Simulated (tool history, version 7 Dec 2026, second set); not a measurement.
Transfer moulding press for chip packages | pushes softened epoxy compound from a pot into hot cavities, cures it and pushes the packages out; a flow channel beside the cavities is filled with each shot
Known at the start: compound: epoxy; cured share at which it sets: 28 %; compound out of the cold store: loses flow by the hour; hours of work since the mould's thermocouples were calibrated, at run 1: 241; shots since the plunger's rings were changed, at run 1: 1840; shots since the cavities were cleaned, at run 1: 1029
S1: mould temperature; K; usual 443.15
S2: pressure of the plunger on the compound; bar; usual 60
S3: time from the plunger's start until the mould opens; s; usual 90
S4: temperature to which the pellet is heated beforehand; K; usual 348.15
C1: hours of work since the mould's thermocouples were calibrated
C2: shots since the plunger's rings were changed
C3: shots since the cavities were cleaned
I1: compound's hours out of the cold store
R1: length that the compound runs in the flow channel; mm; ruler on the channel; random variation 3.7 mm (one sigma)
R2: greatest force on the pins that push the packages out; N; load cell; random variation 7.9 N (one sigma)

| run | hour | S1 | S2 | S3 | S4 | C1 | C2 | C3 | I1 | R1 | R2 |
|---|---|---|---|---|---|---|---|---|---|---|---|
| 1 | 0 | 443.15 | 60 | 90 | 348.15 | 241 | 1840 | 1029 | 16.1 | 692 | 659 |
|  | 3.7 | cavities cleaned with cleaning compound and waxed |
| 2 | 10.5 | 443.15 | 60 | 90 | 348.15 | 247 | 1960 | 90 | 25.1 | 656 | 387 |
| 3 | 17 | 435.15 | 60 | 90 | 348.15 | 252 | 2046 | 176 | 8.1 | 753 | 872 |
| 4 | 26.9 | 435.15 | 60 | 90 | 348.15 | 259 | 2177 | 307 | 8.2 | 751 | 969 |
| 5 | 34.6 | 443.15 | 61.7 | 90 | 348.15 | 264 | 2280 | 410 | 16.9 | 693 | 534 |
| 6 | 45.1 | 443.15 | 61.7 | 90 | 348.15 | 271 | 2418 | 548 | 25.6 | 651 | 546 |
| 7 | 52.3 | 443.15 | 61.7 | 90 | 348.15 | 276 | 2515 | 645 | 15.1 | 698 | 599 |
| 8 | 63.2 | 443.15 | 60 | 90 | 348.15 | 284 | 2658 | 788 | 15.6 | 687 | 604 |
| 9 | 69.5 | 443.15 | 60 | 119 | 348.15 | 288 | 2742 | 872 | 32 | 610 | 447 |
| 10 | 76.4 | 443.15 | 60 | 119 | 348.15 | 293 | 2834 | 964 | 30.6 | 615 | 441 |
|  | 84.6 | cavities cleaned with cleaning compound and waxed |
| 11 | 85.2 | 443.15 | 60 | 90 | 348.15 | 298 | 2930 | 7 | 12.4 | 703 | 349 |
| 12 | 90.4 | 443.15 | 60 | 90 | 348.15 | 301 | 3000 | 77 | 10.3 | 721 | 373 |
| 13 | 96.1 | 443.15 | 60 | 90 | 353.15 | 305 | 3075 | 152 | 18.6 | 674 | 430 |
| 14 | 104.2 | 443.15 | 60 | 90 | 348.15 | 311 | 3182 | 259 | 16.7 | 681 | 474 |
| 15 | 115 | 443.15 | 60 | 90 | 348.15 | 318 | 3325 | 402 | 46.1 | 555 | 465 |
| 16 | 120 | 443.15 | 60 | 90 | 348.15 | 322 | 3392 | 469 | 43.6 | 567 | 521 |
| 17 | 128.9 | 443.15 | 60 | 90 | 348.15 | 328 | 3511 | 588 | 42.4 | 567 | 526 |
| 18 | 135 | 443.15 | 60 | 90 | 348.15 | 332 | 3592 | 669 | 20.5 | 662 | 583 |
| 19 | 139.8 | 443.15 | 60 | 90 | 348.15 | 335 | 3655 | 732 | 11 | 700 | 636 |
| 20 | 146.6 | 450.15 | 73.9 | 90 | 350.15 | 340 | 3746 | 823 | 46 | 591 | 442 |
| 21 | 157.1 | 438.15 | 60 | 90 | 348.15 | 347 | 3884 | 961 | 34.3 | 613 | 893 |
| 22 | 162.1 | 438.15 | 70 | 90 | 345.15 | 351 | 3951 | 1028 | 26.1 | 697 | 922 |
|  | 165.3 | cavities cleaned with cleaning compound and waxed |
| 23 | 169.8 | 448.15 | 60 | 90 | 358.15 | 355 | 4033 | 60 | 46.1 | 537 | 253 |
|  | 177.7 | plunger's sealing rings changed |
| 24 | 180.5 | 448.15 | 65.4 | 90 | 358.15 | 361 | 37 | 169 | 14.8 | 721 | 316 |
| 25 | 185.9 | 448.15 | 65.4 | 90 | 358.15 | 365 | 109 | 241 | 13.7 | 726 | 345 |
| 26 | 195.9 | 450.15 | 65.1 | 84 | 348.15 | 371 | 242 | 374 | 28.6 | 650 | 388 |
| 27 | 202.6 | 450.15 | 65.1 | 84 | 348.15 | 376 | 330 | 462 | 21.9 | 684 | 410 |
| 28 | 210.8 | 448.15 | 60 | 104 | 355.15 | 382 | 439 | 571 | 38.9 | 581 | 371 |

5 ways to go on from here, each from the tool as it stands after run 28. What would each give?
| A | 220.8 | 447.15 | 60 | 74 | 348.15 | 389 | 571 | 703 | 37.4 | ? | ? |
| B | 220.8 | 449.15 | 60 | 90 | 348.15 | 389 | 571 | 703 | 15.6 | ? | ? |
| C | 220.8 | 448.15 | 60 | 104 | 347.15 | 389 | 571 | 703 | 14.6 | ? | ? |
| D | 220.8 | 448.15 | 60 | 119 | 352.15 | 389 | 571 | 703 | 28.9 | ? | ? |
| E | 220.8 | 448.15 | 59.9 | 104 | 355.15 | 389 | 571 | 703 | 8.9 | ? | ? |

| run | R1 | R2 |
|---|---|---|
| A | 593 | 693 |
| B | 685 | 421 |
| C | 697 | 411 |
| D | 626 | 392 |
| E | 714 | 392 |
Without the tool's hidden state the same runs would have given:
| run | R1 | R2 |
|---|---|---|
| A | 598 | 395 |
| B | 691 | 233 |
| C | 703 | 224 |
| D | 631 | 212 |
| E | 720 | 213 |
